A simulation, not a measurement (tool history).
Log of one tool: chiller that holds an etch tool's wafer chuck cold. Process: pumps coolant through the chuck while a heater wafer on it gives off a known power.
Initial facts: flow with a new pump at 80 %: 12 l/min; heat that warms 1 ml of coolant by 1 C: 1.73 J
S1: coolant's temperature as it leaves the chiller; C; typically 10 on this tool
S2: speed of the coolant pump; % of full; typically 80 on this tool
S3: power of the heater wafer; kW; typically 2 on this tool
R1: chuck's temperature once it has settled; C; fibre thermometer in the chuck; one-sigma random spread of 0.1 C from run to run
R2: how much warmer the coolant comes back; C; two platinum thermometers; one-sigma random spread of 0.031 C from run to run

run      day  S1  S2     S3    R1    R2
  1        0  10  80      2  25.9  6.09
  2    4.429  10  80      2  25.2  6.06
  3    7.442  10  80      2  25.2  6.06
  4   13.167  10  80      2  25.4  6.15
  5   15.817  10  80      2  25.4  6.06
  6   20.133  10  80      2  25.7  6.21
  7   24.971  10  80  2.811  28.5  8.59
  8   31.017  10  80  2.314  25.3  7.14
  9   35.079  10  80      2  23.2  6.14
 10   39.875  10  80      2  23.5  6.21
 11   45.471  10  82      2  23.2  6.03
 12   50.408   5  80      2  18.6  6.23
 13   53.538   5  80      2  18.7  6.23
 14   58.962   5  80      2    19  6.22
 15   62.367  10  80  1.187  18.3  3.75
 16   66.271  10  80      2  24.1  6.28
 17   72.562   0  86  2.088  14.6   6.5
 18   75.929  14  80  1.008  21.7  3.37
 19   80.596  10  83  2.262  26.4  7.26
 20   86.683  10  83  2.262    25  6.24
 21   89.542  15  94  2.262  28.8  5.47
 22   92.575   5  80  1.638  16.3  4.76
 23   96.071  10  76      2  24.6  6.11
 24    99.35   4  80  1.887  17.4  5.51
 25  105.146   4  80  1.887  17.5  5.47
 26  110.333   4  80  1.887  17.4  5.53
 27  116.375   4  80  1.887  17.7  5.52
 28  121.192   8  80  1.374  18.3  4.04
 29  127.283   8  80  1.374  18.4  4.09
 30  130.042   8  80  1.374  18.4  4.03
 31    135.5   8  80  1.374  18.3   4.1
 32  140.629  18  85  1.799  31.1  4.96

Missing from the log above: 4 entries noted between runs. For each, name the pair of listed runs it sits between and say how the tool's hidden condition differs from the listed run just before to the listed run just after:
Logged between run 1 and run 2: chiller's thermometer calibrated (day 1.675)
  heat passed by the chuck's channels, % of clean ones': 81.3 -> 80.6; flow at a given pump speed, % of a new pump's: 95.1 -> 94.9; coolant's true temperature over the reading, C: 0.8 -> -0.1
  measured less the result without the state, R1: +3.4 -> +2.7 C; R2: +0.29 -> +0.31 C
Logged between run 6 and run 7: coolant changed, channels flushed (day 23.838)
  heat passed by the chuck's channels, % of clean ones': 78.2 -> 99.5; flow at a given pump speed, % of a new pump's: 94.1 -> 93.9; coolant's true temperature over the reading, C: -0.03 -> -0.02
  measured less the result without the state, R1: +3.2 -> +0.8 C; R2: +0.36 -> +0.52 C
Logged between run 16 and run 17: coolant pump overhauled (day 72.562)
  heat passed by the chuck's channels, % of clean ones': 93.4 -> 92.5; flow at a given pump speed, % of a new pump's: 91.8 -> 86.2; coolant's true temperature over the reading, C: 0.14 -> 0.17
  measured less the result without the state, R1: +1.6 -> +2.3 C; R2: +0.52 -> +0.89 C
Logged between run 19 and run 20: coolant pump overhauled, once more (day 85.392)
  heat passed by the chuck's channels, % of clean ones': 91.3 -> 90.4; flow at a given pump speed, % of a new pump's: 85.8 -> 99.8; coolant's true temperature over the reading, C: 0.2 -> 0.22
  measured less the result without the state, R1: +2.8 -> +1.3 C; R2: +1.03 -> +0.01 C
